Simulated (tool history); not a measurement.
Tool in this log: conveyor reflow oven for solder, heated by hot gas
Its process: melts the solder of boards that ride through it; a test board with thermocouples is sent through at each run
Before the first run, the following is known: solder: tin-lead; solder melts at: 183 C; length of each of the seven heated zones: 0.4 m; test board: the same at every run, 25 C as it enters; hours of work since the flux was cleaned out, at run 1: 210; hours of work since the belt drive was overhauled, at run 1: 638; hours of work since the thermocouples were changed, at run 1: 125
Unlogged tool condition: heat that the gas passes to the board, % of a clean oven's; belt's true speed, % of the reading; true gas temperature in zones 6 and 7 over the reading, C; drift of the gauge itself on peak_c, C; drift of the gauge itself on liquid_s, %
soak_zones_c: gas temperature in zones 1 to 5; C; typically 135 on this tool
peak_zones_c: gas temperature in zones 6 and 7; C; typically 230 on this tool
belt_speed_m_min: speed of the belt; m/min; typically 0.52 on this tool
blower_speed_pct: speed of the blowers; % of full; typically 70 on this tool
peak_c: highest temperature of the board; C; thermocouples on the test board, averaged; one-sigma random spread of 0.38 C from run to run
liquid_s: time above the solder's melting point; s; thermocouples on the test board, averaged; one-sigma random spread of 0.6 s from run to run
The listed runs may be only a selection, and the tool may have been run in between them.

run	hour	soak_zones_c	peak_zones_c	belt_speed_m_min	blower_speed_pct	hours of work since the flux was cleaned out	hours of work since the belt drive was overhauled	hours of work since the thermocouples were changed	peak_c	liquid_s
1	0	135	230	0.52	70	210	638	125	207.9	56.8
2	9.5	135	230	0.52	72	216	643	130	209	56.9
3	16.5	135	230	0.52	72	220	647	134	208.7	57
4	26.4	135	220	0.52	70	225	653	140	200.2	45
5	39.8	135	230	0.52	70	233	661	148	208.3	56.1
6	48	135	230	0.52	70	238	665	152	208.3	57.1
7	55.4	135	230	0.52	64	242	670	157	206.2	52.7
8	70.8	135	230	0.52	64	251	678	165	206.3	53.4
9	80.2	135	230	0.52	64	257	684	171	206.3	52.8
10	95.3	135	230	0.604	70	265	693	180	202.4	39.9
11	104.5	135	230	0.52	70	271	698	185	208.1	55.9
12	116.9	135	230	0.52	70	278	705	192	207.8	56.9
13	126.9	135	230	0.52	87	283	711	198	211.8	62.3
14	137.6	135	230	0.52	87	290	717	204	212.2	62
15	144.1	135	230	0.469	70	293	721	208	211.8	68
16	157.4	135	230	0.469	70	301	728	215	211.5	68.8
17	169.9	135	230	0.469	70	308	736	223	211.1	68.4
18	184.4	145	230	0.469	70	317	744	231	212.6	76.6
# hour 202.1: flux residue cleaned out of gas plates and filters
19	202.1	145	230	0.469	70	0	751	238	213.8	75.6
20	217.4	124	230	0.531	70	9	760	247	205.6	46.4
21	229.1	146	230	0.52	70	16	767	254	211.1	65.1
22	238.3	146	230	0.483	70	21	772	259	212.6	72.8
23	251.2	145	228	0.483	81	28	780	267	213.5	74.5
24	264.7	129	228	0.501	81	36	787	274	209.1	59.8
25	277.7	135	222	0.612	70	44	795	282	195.3	30
26	293.7	127	230	0.52	70	53	804	291	206.7	50.5
27	304.6	146	230	0.476	86	59	810	297	216.9	80
28	311.8	144	224	0.479	77	63	815	302	209.8	68.9
29	326.8	139	223	0.52	70	72	823	310	203.5	51.5
30	341.5	135	241	0.509	70	80	832	319	218.6	68.7
31	354.7	128	230	0.484	70	88	839	326	209	60.2

What differs in the tool's unlogged condition from the final listed run ahead of each entry between runs to the first listed run following it?
After run 18, before run 19: flux residue cleaned out of gas plates and filters (hour 202.1)
  heat that the gas passes to the board, % of a clean oven's: 99.2 -> 100
